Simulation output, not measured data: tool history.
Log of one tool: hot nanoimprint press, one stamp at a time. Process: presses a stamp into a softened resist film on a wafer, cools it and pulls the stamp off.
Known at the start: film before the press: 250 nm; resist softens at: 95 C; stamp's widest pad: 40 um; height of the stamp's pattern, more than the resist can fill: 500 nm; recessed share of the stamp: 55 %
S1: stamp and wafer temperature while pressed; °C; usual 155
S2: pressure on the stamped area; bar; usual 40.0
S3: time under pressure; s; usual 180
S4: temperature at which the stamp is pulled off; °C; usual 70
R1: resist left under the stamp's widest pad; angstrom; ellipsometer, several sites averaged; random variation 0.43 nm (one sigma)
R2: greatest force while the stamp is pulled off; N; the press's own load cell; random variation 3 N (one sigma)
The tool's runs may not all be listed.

{"run": 1, "hour": 0.0, "S1": 155, "S2": 40.0, "S3": 180, "S4": 70, "R1": 1095, "R2": 163}
{"run": 2, "hour": 37.8, "S1": 155, "S2": 40.0, "S3": 180, "S4": 70, "R1": 1089, "R2": 164}
{"run": 3, "hour": 88.1, "S1": 155, "S2": 40.0, "S3": 180, "S4": 70, "R1": 1091, "R2": 171}
{"run": 4, "hour": 122.9, "S1": 155, "S2": 40.0, "S3": 180, "S4": 70, "R1": 1093, "R2": 161}
{"hour": 140.0, "done": "plate thermocouple calibrated"}
{"run": 5, "hour": 170.8, "S1": 149, "S2": 40.0, "S3": 180, "S4": 70, "R1": 1298, "R2": 176}
{"hour": 197.9, "done": "stamp cleaned and given a new release coat"}
{"run": 6, "hour": 227.6, "S1": 155, "S2": 40.0, "S3": 180, "S4": 70, "R1": 1080, "R2": 141}
{"run": 7, "hour": 275.9, "S1": 155, "S2": 40.0, "S3": 180, "S4": 70, "R1": 1079, "R2": 153}
{"hour": 314.3, "done": "plate thermocouple calibrated, once more"}
{"run": 8, "hour": 323.4, "S1": 155, "S2": 26.7, "S3": 180, "S4": 70, "R1": 1370, "R2": 164}
{"run": 9, "hour": 369.0, "S1": 155, "S2": 38.1, "S3": 180, "S4": 70, "R1": 1145, "R2": 169}
{"run": 10, "hour": 413.7, "S1": 155, "S2": 38.1, "S3": 180, "S4": 70, "R1": 1154, "R2": 172}
{"hour": 434.6, "done": "press's hydraulic seals changed and the load cell set to zero"}
{"run": 11, "hour": 471.6, "S1": 155, "S2": 38.1, "S3": 180, "S4": 70, "R1": 1092, "R2": 181}
{"run": 12, "hour": 514.6, "S1": 155, "S2": 38.1, "S3": 180, "S4": 70, "R1": 1098, "R2": 184}
{"hour": 537.8, "done": "stamp cleaned and given a new release coat"}
{"run": 13, "hour": 554.9, "S1": 155, "S2": 38.1, "S3": 180, "S4": 70, "R1": 1099, "R2": 145}
{"run": 14, "hour": 583.6, "S1": 155, "S2": 38.1, "S3": 180, "S4": 70, "R1": 1096, "R2": 149}
{"run": 15, "hour": 623.0, "S1": 155, "S2": 38.1, "S3": 180, "S4": 70, "R1": 1096, "R2": 151}
{"run": 16, "hour": 656.7, "S1": 155, "S2": 40.0, "S3": 180, "S4": 70, "R1": 1064, "R2": 161}
{"run": 17, "hour": 707.2, "S1": 155, "S2": 40.0, "S3": 180, "S4": 70, "R1": 1058, "R2": 171}
{"run": 18, "hour": 754.6, "S1": 155, "S2": 60.3, "S3": 261, "S4": 70, "R1": 731, "R2": 175}
{"hour": 765.0, "done": "plate thermocouple calibrated"}
{"run": 19, "hour": 779.5, "S1": 155, "S2": 26.2, "S3": 339, "S4": 70, "R1": 1119, "R2": 172}
{"run": 20, "hour": 809.4, "S1": 155, "S2": 36.5, "S3": 185, "S4": 57, "R1": 1130, "R2": 247}
{"run": 21, "hour": 851.8, "S1": 155, "S2": 40.0, "S3": 192, "S4": 71, "R1": 1072, "R2": 181}
{"hour": 870.9, "done": "stamp cleaned and given a new release coat"}
{"run": 22, "hour": 885.2, "S1": 158, "S2": 58.8, "S3": 180, "S4": 67, "R1": 790, "R2": 163}
{"run": 23, "hour": 929.4, "S1": 155, "S2": 44.7, "S3": 180, "S4": 70, "R1": 1019, "R2": 153}
{"run": 24, "hour": 969.3, "S1": 155, "S2": 44.7, "S3": 180, "S4": 70, "R1": 1022, "R2": 155}
{"run": 25, "hour": 1003.6, "S1": 155, "S2": 44.7, "S3": 180, "S4": 70, "R1": 1017, "R2": 159}
{"run": 26, "hour": 1049.8, "S1": 155, "S2": 44.7, "S3": 180, "S4": 70, "R1": 1019, "R2": 168}
{"run": 27, "hour": 1100.5, "S1": 156, "S2": 40.0, "S3": 103, "S4": 70, "R1": 1256, "R2": 171}
{"run": 28, "hour": 1133.2, "S1": 155, "S2": 40.0, "S3": 186, "S4": 58, "R1": 1066, "R2": 231}
{"run": 29, "hour": 1161.5, "S1": 165, "S2": 63.7, "S3": 186, "S4": 58, "R1": 604, "R2": 242}
{"hour": 1201.8, "done": "stamp cleaned and given a new release coat"}
{"hour": 1215.8, "done": "plate thermocouple calibrated"}
{"run": 30, "hour": 1221.8, "S1": 152, "S2": 33.9, "S3": 135, "S4": 75, "R1": 1440, "R2": 131}
{"run": 31, "hour": 1262.0, "S1": 149, "S2": 32.3, "S3": 135, "S4": 75, "R1": 1619, "R2": 129}

Measured less the same run without the tool's hidden state. The same run-to-run variation is in both; the gauge's scatter may not be:
The hidden state here: true temperature over the reading, C; pressure that arrives at the usual setting, %; grip of the stamp's worn release coat, % over a new coat's; drift of the gauge itself on residual_nm, %; drift of the gauge itself on pull_off_n, %.
run=1 R1=+12 R2=+11
run=2 R1=+10 R2=+15
run=3 R1=+9 R2=+19
run=4 R1=+8 R2=+22
run=5 R1=-8 R2=+26
run=6 R1=-3 R2=-3
run=7 R1=-5 R2=+1
run=8 R1=+32 R2=+13
run=9 R1=+42 R2=+17
run=10 R1=+41 R2=+22
run=11 R1=-10 R2=+27
run=12 R1=-12 R2=+31
run=13 R1=-13 R2=+0
run=14 R1=-14 R2=+2
run=15 R1=-16 R2=+6
run=16 R1=-16 R2=+9
run=17 R1=-17 R2=+15
run=18 R1=-9 R2=+20
run=19 R1=+7 R2=+25
run=20 R1=+9 R2=+40
run=21 R1=+8 R2=+32
run=22 R1=+12 R2=+1
run=23 R1=+7 R2=+5
run=24 R1=+7 R2=+8
run=25 R1=+6 R2=+12
run=26 R1=+4 R2=+17
run=27 R1=+1 R2=+21
run=28 R1=-1 R2=+34
run=29 R1=+11 R2=+38
run=30 R1=+34 R2=+3
run=31 R1=+31 R2=+5

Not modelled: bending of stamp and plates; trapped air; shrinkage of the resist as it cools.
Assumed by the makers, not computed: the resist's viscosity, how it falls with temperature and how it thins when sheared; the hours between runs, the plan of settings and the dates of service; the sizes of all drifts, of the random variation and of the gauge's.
